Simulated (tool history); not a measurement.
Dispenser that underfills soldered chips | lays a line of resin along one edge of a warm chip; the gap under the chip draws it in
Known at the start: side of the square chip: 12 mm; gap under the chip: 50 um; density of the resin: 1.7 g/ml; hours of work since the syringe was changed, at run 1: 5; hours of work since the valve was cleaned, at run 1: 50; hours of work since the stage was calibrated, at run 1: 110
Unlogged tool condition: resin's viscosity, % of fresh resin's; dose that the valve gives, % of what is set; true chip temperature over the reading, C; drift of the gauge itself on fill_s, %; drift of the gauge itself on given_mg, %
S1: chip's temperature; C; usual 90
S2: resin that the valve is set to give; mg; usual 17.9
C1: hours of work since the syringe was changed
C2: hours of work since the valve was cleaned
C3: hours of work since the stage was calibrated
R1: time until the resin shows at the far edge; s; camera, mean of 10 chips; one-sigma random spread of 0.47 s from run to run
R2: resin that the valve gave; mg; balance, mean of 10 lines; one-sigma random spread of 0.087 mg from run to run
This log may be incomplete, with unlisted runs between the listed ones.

{"run": 1, "hour": 0.0, "S1": 90, "S2": 17.9, "C1": 5, "C2": 50, "C3": 110, "R1": 46.6, "R2": 17.08}
{"hour": 0.8, "done": "new syringe of resin"}
{"run": 2, "hour": 3.5, "S1": 90, "S2": 21.2, "C1": 2, "C2": 52, "C3": 112, "R1": 37.9, "R2": 20.22}
{"run": 3, "hour": 8.3, "S1": 90, "S2": 21.2, "C1": 5, "C2": 56, "C3": 115, "R1": 43.1, "R2": 20.22}
{"hour": 9.1, "done": "new syringe of resin"}
{"run": 4, "hour": 12.3, "S1": 90, "S2": 21.2, "C1": 2, "C2": 58, "C3": 118, "R1": 39.4, "R2": 20.06}
{"run": 5, "hour": 16.6, "S1": 94, "S2": 17.9, "C1": 5, "C2": 61, "C3": 121, "R1": 41.4, "R2": 16.91}
{"hour": 17.8, "done": "new syringe of resin"}
{"run": 6, "hour": 21.8, "S1": 94, "S2": 17.9, "C1": 3, "C2": 65, "C3": 124, "R1": 36.8, "R2": 16.91}
{"hour": 26.1, "done": "new syringe of resin"}
{"run": 7, "hour": 26.8, "S1": 94, "S2": 17.9, "C1": 0, "C2": 68, "C3": 127, "R1": 33.5, "R2": 16.92}
{"run": 8, "hour": 29.4, "S1": 90, "S2": 17.9, "C1": 2, "C2": 70, "C3": 129, "R1": 38.8, "R2": 16.79}
{"run": 9, "hour": 34.1, "S1": 77, "S2": 17.9, "C1": 6, "C2": 73, "C3": 132, "R1": 64, "R2": 16.8}
{"hour": 34.7, "done": "new syringe of resin"}
{"run": 10, "hour": 36.6, "S1": 77, "S2": 17.9, "C1": 1, "C2": 75, "C3": 134, "R1": 54.8, "R2": 16.75}
{"run": 11, "hour": 39.0, "S1": 97, "S2": 17.9, "C1": 3, "C2": 76, "C3": 136, "R1": 35.6, "R2": 16.67}
{"run": 12, "hour": 42.1, "S1": 90, "S2": 21.3, "C1": 5, "C2": 78, "C3": 138, "R1": 43.3, "R2": 19.81}
{"hour": 43.1, "done": "new syringe of resin"}
{"run": 13, "hour": 45.6, "S1": 90, "S2": 21.3, "C1": 2, "C2": 81, "C3": 140, "R1": 38.2, "R2": 19.82}
{"run": 14, "hour": 49.7, "S1": 90, "S2": 21.3, "C1": 5, "C2": 83, "C3": 143, "R1": 42.9, "R2": 19.85}
{"hour": 51.7, "done": "new syringe of resin"}
{"run": 15, "hour": 54.2, "S1": 90, "S2": 21.3, "C1": 2, "C2": 86, "C3": 146, "R1": 38.5, "R2": 19.76}
{"run": 16, "hour": 58.0, "S1": 90, "S2": 19.5, "C1": 4, "C2": 89, "C3": 148, "R1": 42.4, "R2": 18.06}
{"hour": 60.4, "done": "new syringe of resin"}
{"run": 17, "hour": 62.6, "S1": 90, "S2": 23.1, "C1": 2, "C2": 92, "C3": 151, "R1": 37.4, "R2": 21.18}
{"run": 18, "hour": 66.8, "S1": 90, "S2": 23.1, "C1": 4, "C2": 95, "C3": 154, "R1": 42.4, "R2": 21.27}
{"hour": 68.8, "done": "new syringe of resin"}
{"run": 19, "hour": 72.1, "S1": 102, "S2": 23.1, "C1": 2, "C2": 98, "C3": 158, "R1": 27.4, "R2": 21.19}
{"hour": 74.1, "done": "dispensing valve cleaned and set on the balance"}
{"hour": 78.2, "done": "new syringe of resin"}
{"run": 20, "hour": 78.7, "S1": 86, "S2": 18.1, "C1": 0, "C2": 3, "C3": 162, "R1": 40.1, "R2": 17.91}
{"run": 21, "hour": 83.7, "S1": 90, "S2": 16.5, "C1": 4, "C2": 7, "C3": 165, "R1": 42.8, "R2": 16.43}
{"hour": 86.6, "done": "new syringe of resin"}
{"run": 22, "hour": 89.2, "S1": 90, "S2": 23.1, "C1": 2, "C2": 10, "C3": 169, "R1": 38.3, "R2": 22.78}
{"run": 23, "hour": 92.3, "S1": 90, "S2": 23.1, "C1": 4, "C2": 12, "C3": 171, "R1": 41.3, "R2": 22.66}
{"hour": 95.0, "done": "new syringe of resin"}
{"run": 24, "hour": 96.7, "S1": 91, "S2": 20.1, "C1": 1, "C2": 15, "C3": 174, "R1": 36.2, "R2": 19.9}
{"run": 25, "hour": 102.0, "S1": 95, "S2": 20.1, "C1": 5, "C2": 19, "C3": 177, "R1": 38.9, "R2": 19.9}
{"hour": 103.6, "done": "new syringe of resin"}
{"run": 26, "hour": 107.2, "S1": 95, "S2": 20.1, "C1": 3, "C2": 22, "C3": 181, "R1": 35.1, "R2": 19.6}
{"run": 27, "hour": 110.1, "S1": 90, "S2": 17.5, "C1": 5, "C2": 24, "C3": 183, "R1": 44.1, "R2": 17.03}
{"hour": 112.1, "done": "new syringe of resin"}
{"run": 28, "hour": 115.3, "S1": 90, "S2": 17.5, "C1": 2, "C2": 28, "C3": 186, "R1": 40.6, "R2": 17.11}
{"run": 29, "hour": 119.1, "S1": 78, "S2": 19.2, "C1": 5, "C2": 30, "C3": 189, "R1": 62.5, "R2": 18.61}
{"hour": 120.7, "done": "new syringe of resin"}
{"run": 30, "hour": 124.3, "S1": 101, "S2": 16.5, "C1": 2, "C2": 34, "C3": 192, "R1": 29.3, "R2": 15.95}
{"run": 31, "hour": 128.7, "S1": 101, "S2": 16.5, "C1": 6, "C2": 37, "C3": 195, "R1": 34.2, "R2": 15.8}
{"hour": 129.3, "done": "new syringe of resin"}
{"run": 32, "hour": 132.5, "S1": 98, "S2": 20, "C1": 2, "C2": 39, "C3": 198, "R1": 31.3, "R2": 19.22}
{"run": 33, "hour": 136.1, "S1": 76, "S2": 16.2, "C1": 5, "C2": 42, "C3": 200, "R1": 67.3, "R2": 15.52}
{"hour": 137.7, "done": "new syringe of resin"}
{"run": 34, "hour": 141.7, "S1": 85, "S2": 20, "C1": 3, "C2": 45, "C3": 204, "R1": 44.7, "R2": 18.97}
{"run": 35, "hour": 144.4, "S1": 90, "S2": 16.9, "C1": 5, "C2": 47, "C3": 206, "R1": 44.3, "R2": 16.1}
{"hour": 146.2, "done": "new syringe of resin"}
{"run": 36, "hour": 147.9, "S1": 101, "S2": 18.8, "C1": 1, "C2": 49, "C3": 208, "R1": 28.1, "R2": 17.98}

Predict each of these 3 candidate next runs independently; none follows another, all start after run 36:
{"run": "A", "hour": 152.9, "S1": 81, "S2": 22.4, "C1": 5, "C2": 53, "C3": 211, "R1": "?", "R2": "?"}
{"run": "B", "hour": 152.9, "S1": 91, "S2": 18, "C1": 5, "C2": 53, "C3": 211, "R1": "?", "R2": "?"}
{"run": "C", "hour": 152.9, "S1": 101, "S2": 22.4, "C1": 5, "C2": 53, "C3": 211, "R1": "?", "R2": "?"}

run=A R1=54.2 R2=21.3
run=B R1=41.8 R2=17.19
run=C R1=32.3 R2=21.44
Without the tool's hidden state the same runs would have given:
run=A R1=45.1 R2=22.37
run=B R1=34.4 R2=18.06
run=C R1=26.9 R2=22.52

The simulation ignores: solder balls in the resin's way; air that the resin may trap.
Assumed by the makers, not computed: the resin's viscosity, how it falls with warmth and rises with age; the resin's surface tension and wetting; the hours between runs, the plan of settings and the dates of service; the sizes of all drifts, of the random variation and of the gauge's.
